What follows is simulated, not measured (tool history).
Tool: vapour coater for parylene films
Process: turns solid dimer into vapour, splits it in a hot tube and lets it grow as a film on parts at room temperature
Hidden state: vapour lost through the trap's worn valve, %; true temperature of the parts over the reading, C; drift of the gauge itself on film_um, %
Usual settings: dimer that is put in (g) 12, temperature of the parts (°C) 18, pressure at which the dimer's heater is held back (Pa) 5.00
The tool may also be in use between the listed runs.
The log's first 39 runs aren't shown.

run    hour  dimer that is put in (g)  temperature of the parts (°C)  pressure at which the dimer's heater is held back (Pa)  hours of work since the trap's valve was overhauled  hours of work since the table's thermometer was calibrated  thickness of the film (µm)
 40  1398.9                         5                             13                                                    9.11                                                  129                                                        1669                        0.78
 41  1427.0                        15                             13                                                    9.11                                                  153                                                        1694                        2.38
 42  1468.1                        15                             13                                                    9.11                                                  189                                                        1729                        2.36
 43  1494.9                        15                             13                                                    9.11                                                  212                                                        1752                        2.35
     1547.3  -- trap's valve overhauled
 44  1552.2                        15                             13                                                    9.11                                                    4                                                        1798                        2.48
 45  1595.5                        15                             13                                                    9.11                                                   42                                                        1835                        2.43
 46  1644.4                        15                             13                                                    9.11                                                   84                                                        1877                        2.43
 47  1669.6                         6                             16                                                    4.22                                                  105                                                        1899                        0.98

3 ways to go on from here, each from the tool as it stands after run 47. What would each give?
  A  1701.5                         6                             11                                                    4.22                                                  133                                                        1927                           ?
  B  1701.5                         6                             13                                                    5.00                                                  133                                                        1927                           ?
  C  1701.5                        18                             10                                                    4.22                                                  133                                                        1927                           ?

run  thickness of the film (µm)
  A                        1.19
  B                        1.07
  C                        3.76
Without the tool's hidden state the same runs would have given:
run  thickness of the film (µm)
  A                        1.21
  B                        1.09
  C                        3.81
